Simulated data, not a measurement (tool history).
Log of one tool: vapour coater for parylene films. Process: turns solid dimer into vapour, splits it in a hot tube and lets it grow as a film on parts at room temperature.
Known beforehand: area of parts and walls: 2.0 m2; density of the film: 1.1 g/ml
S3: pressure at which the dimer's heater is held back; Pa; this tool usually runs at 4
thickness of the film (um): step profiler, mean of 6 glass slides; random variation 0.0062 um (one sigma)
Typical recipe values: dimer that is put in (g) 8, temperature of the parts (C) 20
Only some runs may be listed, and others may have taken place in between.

run 1 hour=0 | dimer_that_is_put_in_(g)=8 temperature_of_the_parts_(C)=20 S3=4 | thickness_of_the_film_(um)=1.85
run 2 hour=20.5 | dimer_that_is_put_in_(g)=8 temperature_of_the_parts_(C)=20 S3=4 | thickness_of_the_film_(um)=1.847
run 3 hour=45.8 | dimer_that_is_put_in_(g)=8 temperature_of_the_parts_(C)=20 S3=4 | thickness_of_the_film_(um)=1.83
run 4 hour=82 | dimer_that_is_put_in_(g)=8 temperature_of_the_parts_(C)=20 S3=6.07 | thickness_of_the_film_(um)=1.685
run 5 hour=118.2 | dimer_that_is_put_in_(g)=13 temperature_of_the_parts_(C)=20 S3=4 | thickness_of_the_film_(um)=2.956
run 6 hour=137.9 | dimer_that_is_put_in_(g)=8 temperature_of_the_parts_(C)=20 S3=4 | thickness_of_the_film_(um)=1.814
run 7 hour=183.9 | dimer_that_is_put_in_(g)=8 temperature_of_the_parts_(C)=20 S3=4 | thickness_of_the_film_(um)=1.809
run 8 hour=207.2 | dimer_that_is_put_in_(g)=8 temperature_of_the_parts_(C)=20 S3=4 | thickness_of_the_film_(um)=1.807
run 9 hour=228.1 | dimer_that_is_put_in_(g)=8 temperature_of_the_parts_(C)=20 S3=4 | thickness_of_the_film_(um)=1.802
run 10 hour=247.4 | dimer_that_is_put_in_(g)=8 temperature_of_the_parts_(C)=20 S3=4 | thickness_of_the_film_(um)=1.788
run 11 hour=269.4 | dimer_that_is_put_in_(g)=8 temperature_of_the_parts_(C)=20 S3=4.68 | thickness_of_the_film_(um)=1.715
-- hour=301 trap's valve overhauled
run 12 hour=301.9 | dimer_that_is_put_in_(g)=8 temperature_of_the_parts_(C)=20 S3=8.86 | thickness_of_the_film_(um)=1.59
run 13 hour=323.7 | dimer_that_is_put_in_(g)=8 temperature_of_the_parts_(C)=20 S3=8.86 | thickness_of_the_film_(um)=1.592
run 14 hour=352.9 | dimer_that_is_put_in_(g)=8 temperature_of_the_parts_(C)=20 S3=8.86 | thickness_of_the_film_(um)=1.58
run 15 hour=373.8 | dimer_that_is_put_in_(g)=8 temperature_of_the_parts_(C)=20 S3=8.86 | thickness_of_the_film_(um)=1.57
run 16 hour=411.8 | dimer_that_is_put_in_(g)=8 temperature_of_the_parts_(C)=20 S3=8.86 | thickness_of_the_film_(um)=1.573
run 17 hour=432.9 | dimer_that_is_put_in_(g)=8 temperature_of_the_parts_(C)=20 S3=8.86 | thickness_of_the_film_(um)=1.569
run 18 hour=478 | dimer_that_is_put_in_(g)=8 temperature_of_the_parts_(C)=20 S3=8.86 | thickness_of_the_film_(um)=1.561
run 19 hour=512.1 | dimer_that_is_put_in_(g)=8 temperature_of_the_parts_(C)=20 S3=4 | thickness_of_the_film_(um)=1.835
run 20 hour=542.9 | dimer_that_is_put_in_(g)=8 temperature_of_the_parts_(C)=20 S3=5.27 | thickness_of_the_film_(um)=1.731
run 21 hour=573.8 | dimer_that_is_put_in_(g)=8 temperature_of_the_parts_(C)=20 S3=5.27 | thickness_of_the_film_(um)=1.726
run 22 hour=604 | dimer_that_is_put_in_(g)=8 temperature_of_the_parts_(C)=14 S3=4 | thickness_of_the_film_(um)=2.373
run 23 hour=638.9 | dimer_that_is_put_in_(g)=8 temperature_of_the_parts_(C)=20 S3=4 | thickness_of_the_film_(um)=1.814
run 24 hour=664.3 | dimer_that_is_put_in_(g)=8 temperature_of_the_parts_(C)=20 S3=4 | thickness_of_the_film_(um)=1.806
run 25 hour=686.4 | dimer_that_is_put_in_(g)=8 temperature_of_the_parts_(C)=20 S3=4 | thickness_of_the_film_(um)=1.804
run 26 hour=714.6 | dimer_that_is_put_in_(g)=9 temperature_of_the_parts_(C)=20 S3=4 | thickness_of_the_film_(um)=2.024
-- hour=745.3 trap's valve overhauled
run 27 hour=751.4 | dimer_that_is_put_in_(g)=8 temperature_of_the_parts_(C)=22 S3=2.18 | thickness_of_the_film_(um)=1.978
run 28 hour=799.5 | dimer_that_is_put_in_(g)=8 temperature_of_the_parts_(C)=22 S3=2.18 | thickness_of_the_film_(um)=1.957
run 29 hour=836.2 | dimer_that_is_put_in_(g)=3 temperature_of_the_parts_(C)=14 S3=6.8 | thickness_of_the_film_(um)=0.809
run 30 hour=867.4 | dimer_that_is_put_in_(g)=3 temperature_of_the_parts_(C)=15 S3=3.65 | thickness_of_the_film_(um)=0.889
run 31 hour=915.1 | dimer_that_is_put_in_(g)=11 temperature_of_the_parts_(C)=19 S3=4 | thickness_of_the_film_(um)=2.656
run 32 hour=956.9 | dimer_that_is_put_in_(g)=5 temperature_of_the_parts_(C)=16 S3=4 | thickness_of_the_film_(um)=1.372
run 33 hour=976.9 | dimer_that_is_put_in_(g)=4 temperature_of_the_parts_(C)=27 S3=5.86 | thickness_of_the_film_(um)=0.622
run 34 hour=1023.3 | dimer_that_is_put_in_(g)=4 temperature_of_the_parts_(C)=27 S3=5.86 | thickness_of_the_film_(um)=0.627
run 35 hour=1069.7 | dimer_that_is_put_in_(g)=4 temperature_of_the_parts_(C)=27 S3=8.97 | thickness_of_the_film_(um)=0.55
run 36 hour=1101.2 | dimer_that_is_put_in_(g)=4 temperature_of_the_parts_(C)=27 S3=8.97 | thickness_of_the_film_(um)=0.556
run 37 hour=1139.5 | dimer_that_is_put_in_(g)=8 temperature_of_the_parts_(C)=20 S3=4 | thickness_of_the_film_(um)=1.81
run 38 hour=1165.4 | dimer_that_is_put_in_(g)=3 temperature_of_the_parts_(C)=28 S3=4 | thickness_of_the_film_(um)=0.478
-- hour=1191 trap's valve overhauled
run 39 hour=1212.7 | dimer_that_is_put_in_(g)=6 temperature_of_the_parts_(C)=20 S3=2.2 | thickness_of_the_film_(um)=1.619
run 40 hour=1242.9 | dimer_that_is_put_in_(g)=6 temperature_of_the_parts_(C)=32 S3=2.2 | thickness_of_the_film_(um)=0.966
run 41 hour=1270.8 | dimer_that_is_put_in_(g)=3 temperature_of_the_parts_(C)=14 S3=4 | thickness_of_the_film_(um)=0.918
run 42 hour=1306.7 | dimer_that_is_put_in_(g)=3 temperature_of_the_parts_(C)=14 S3=4 | thickness_of_the_film_(um)=0.924
run 43 hour=1338.6 | dimer_that_is_put_in_(g)=3 temperature_of_the_parts_(C)=14 S3=5.76 | thickness_of_the_film_(um)=0.844
run 44 hour=1369.8 | dimer_that_is_put_in_(g)=5 temperature_of_the_parts_(C)=20 S3=4 | thickness_of_the_film_(um)=1.167
run 45 hour=1399.6 | dimer_that_is_put_in_(g)=8 temperature_of_the_parts_(C)=29 S3=4 | thickness_of_the_film_(um)=1.256
run 46 hour=1431.7 | dimer_that_is_put_in_(g)=8 temperature_of_the_parts_(C)=29 S3=4 | thickness_of_the_film_(um)=1.244
run 47 hour=1452.3 | dimer_that_is_put_in_(g)=6 temperature_of_the_parts_(C)=17 S3=6.22 | thickness_of_the_film_(um)=1.436

Here are 3 independent what-if runs from the current tool condition. What would each one return?
run A hour=1480.3 | dimer_that_is_put_in_(g)=8 temperature_of_the_parts_(C)=14 S3=4 | thickness_of_the_film_(um)=?
run B hour=1480.3 | dimer_that_is_put_in_(g)=8 temperature_of_the_parts_(C)=25 S3=10.41 | thickness_of_the_film_(um)=?
run C hour=1480.3 | dimer_that_is_put_in_(g)=5 temperature_of_the_parts_(C)=25 S3=7.41 | thickness_of_the_film_(um)=?

run=A thickness_of_the_film_(um)=2.382
run=B thickness_of_the_film_(um)=1.202
run=C thickness_of_the_film_(um)=0.794
With the hidden condition removed and each run's random variation left untouched, the same runs would have given:
run=A thickness_of_the_film_(um)=2.416
run=B thickness_of_the_film_(um)=1.219
run=C thickness_of_the_film_(um)=0.806
